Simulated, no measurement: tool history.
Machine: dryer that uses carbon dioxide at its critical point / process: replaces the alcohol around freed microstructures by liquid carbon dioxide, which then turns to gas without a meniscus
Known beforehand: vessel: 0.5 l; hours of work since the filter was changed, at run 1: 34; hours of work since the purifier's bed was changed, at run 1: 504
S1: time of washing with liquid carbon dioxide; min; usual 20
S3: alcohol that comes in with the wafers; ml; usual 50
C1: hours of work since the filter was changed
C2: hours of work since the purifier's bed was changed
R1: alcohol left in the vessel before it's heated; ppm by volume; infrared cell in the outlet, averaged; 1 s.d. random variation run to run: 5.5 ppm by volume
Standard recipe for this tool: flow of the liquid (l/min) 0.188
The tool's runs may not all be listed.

{"run": 1, "hour": 0.0, "S1": 20, "flow of the liquid (l/min)": 0.188, "S3": 50, "C1": 34, "C2": 504, "R1": 346}
{"run": 2, "hour": 35.9, "S1": 28, "flow of the liquid (l/min)": 0.188, "S3": 50, "C1": 56, "C2": 526, "R1": 203}
{"run": 3, "hour": 60.2, "S1": 20, "flow of the liquid (l/min)": 0.188, "S3": 50, "C1": 71, "C2": 541, "R1": 377}
{"run": 4, "hour": 97.3, "S1": 20, "flow of the liquid (l/min)": 0.188, "S3": 50, "C1": 94, "C2": 563, "R1": 391}
{"run": 5, "hour": 129.2, "S1": 20, "flow of the liquid (l/min)": 0.188, "S3": 50, "C1": 113, "C2": 583, "R1": 422}
{"run": 6, "hour": 155.2, "S1": 20, "flow of the liquid (l/min)": 0.188, "S3": 50, "C1": 129, "C2": 599, "R1": 426}
{"hour": 166.5, "done": "purifier's bed changed"}
{"run": 7, "hour": 181.7, "S1": 20, "flow of the liquid (l/min)": 0.188, "S3": 50, "C1": 143, "C2": 9, "R1": 240}
{"run": 8, "hour": 202.8, "S1": 20, "flow of the liquid (l/min)": 0.188, "S3": 50, "C1": 156, "C2": 22, "R1": 244}
{"run": 9, "hour": 237.5, "S1": 20, "flow of the liquid (l/min)": 0.231, "S3": 50, "C1": 177, "C2": 43, "R1": 95}
{"hour": 265.9, "done": "inlet filter changed"}
{"run": 10, "hour": 270.4, "S1": 20, "flow of the liquid (l/min)": 0.231, "S3": 50, "C1": 3, "C2": 63, "R1": 57}
{"run": 11, "hour": 290.2, "S1": 20, "flow of the liquid (l/min)": 0.231, "S3": 50, "C1": 15, "C2": 75, "R1": 70}
{"run": 12, "hour": 322.7, "S1": 20, "flow of the liquid (l/min)": 0.188, "S3": 50, "C1": 35, "C2": 95, "R1": 195}
{"run": 13, "hour": 358.7, "S1": 20, "flow of the liquid (l/min)": 0.188, "S3": 51, "C1": 57, "C2": 117, "R1": 214}
{"run": 14, "hour": 381.7, "S1": 23, "flow of the liquid (l/min)": 0.27, "S3": 38, "C1": 71, "C2": 131, "R1": 54}
{"run": 15, "hour": 418.4, "S1": 17, "flow of the liquid (l/min)": 0.188, "S3": 119, "C1": 93, "C2": 153, "R1": 1222}
{"run": 16, "hour": 456.4, "S1": 20, "flow of the liquid (l/min)": 0.117, "S3": 120, "C1": 116, "C2": 176, "R1": 4705}
{"run": 17, "hour": 490.5, "S1": 15, "flow of the liquid (l/min)": 0.234, "S3": 61, "C1": 137, "C2": 197, "R1": 474}
{"run": 18, "hour": 516.8, "S1": 13, "flow of the liquid (l/min)": 0.199, "S3": 61, "C1": 153, "C2": 213, "R1": 1935}
{"run": 19, "hour": 556.1, "S1": 13, "flow of the liquid (l/min)": 0.199, "S3": 61, "C1": 177, "C2": 237, "R1": 2020}

Forecast run 20:
{"run": 20, "hour": 576.5, "S1": 24, "flow of the liquid (l/min)": 0.14, "S3": 50, "C1": 189, "C2": 249, "R1": "?"}

Run 20 gave R1 503 ppm by volume.
On a tool with no hidden condition, and with the same random variation, this run would have come out at R1 270 ppm by volume.
